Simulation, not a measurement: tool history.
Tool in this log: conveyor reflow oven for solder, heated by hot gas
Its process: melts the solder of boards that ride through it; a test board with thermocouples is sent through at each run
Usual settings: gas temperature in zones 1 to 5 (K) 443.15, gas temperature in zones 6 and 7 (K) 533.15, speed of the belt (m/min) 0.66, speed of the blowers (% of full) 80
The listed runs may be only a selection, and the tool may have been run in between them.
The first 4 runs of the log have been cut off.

| run | day | gas temperature in zones 1 to 5 (K) | gas temperature in zones 6 and 7 (K) | speed of the belt (m/min) | speed of the blowers (% of full) | highest temperature of the board (K) | time above the solder's melting point (s) |
|---|---|---|---|---|---|---|---|
| 5 | 1.492 | 443.15 | 533.15 | 0.66 | 80 | 514.65 | 32.7 |
| 6 | 1.821 | 443.15 | 533.15 | 0.66 | 80 | 514.55 | 32.3 |
| 7 | 2.229 | 443.15 | 533.15 | 0.66 | 80 | 515.15 | 32.3 |
| 8 | 2.6 | 443.15 | 533.15 | 0.66 | 80 | 513.95 | 32.7 |
| 9 | 2.942 | 443.15 | 533.15 | 0.66 | 80 | 513.45 | 31.9 |
| 10 | 3.375 | 448.15 | 533.15 | 0.66 | 80 | 516.05 | 34.6 |
| 11 | 3.671 | 448.15 | 523.15 | 0.66 | 80 | 507.05 | 27.6 |
|  | 3.933 | flux residue cleaned out of gas plates and filters |
| 12 | 4.338 | 440.15 | 533.15 | 0.66 | 80 | 516.45 | 33.8 |
| 13 | 4.625 | 443.15 | 533.15 | 0.66 | 80 | 517.95 | 35 |
| 14 | 5.129 | 443.15 | 533.15 | 0.66 | 80 | 517.25 | 34.7 |
|  | 5.325 | belt drive overhauled, speed set with a stopwatch |
| 15 | 5.596 | 443.15 | 533.15 | 0.66 | 80 | 516.45 | 36.1 |
| 16 | 5.988 | 443.15 | 533.15 | 0.66 | 80 | 517.55 | 36.1 |
| 17 | 6.3 | 443.15 | 545.15 | 0.7 | 80 | 524.95 | 36.8 |
|  | 6.562 | belt drive overhauled, speed set with a stopwatch, once more |
| 18 | 6.967 | 443.15 | 545.15 | 0.7 | 80 | 525.15 | 36.7 |
| 19 | 7.262 | 444.15 | 542.15 | 0.573 | 65 | 524.05 | 46 |
| 20 | 7.692 | 443.15 | 540.15 | 0.642 | 67 | 519.65 | 36.9 |
| 21 | 8.204 | 456.15 | 533.15 | 0.66 | 73 | 517.45 | 38 |
| 22 | 8.562 | 445.15 | 533.15 | 0.66 | 56 | 508.45 | 26.7 |

Forecast run 23:
| 23 | 8.983 | 453.15 | 533.15 | 0.533 | 80 | ? | ? |

highest temperature of the board (K): 522.65
time above the solder's melting point (s): 52.8
Take away the tool's hidden state, keep the run-to-run variation as it was, and the same run would have given highest temperature of the board (K) 523.75, time above the solder's melting point (s) 53.5.
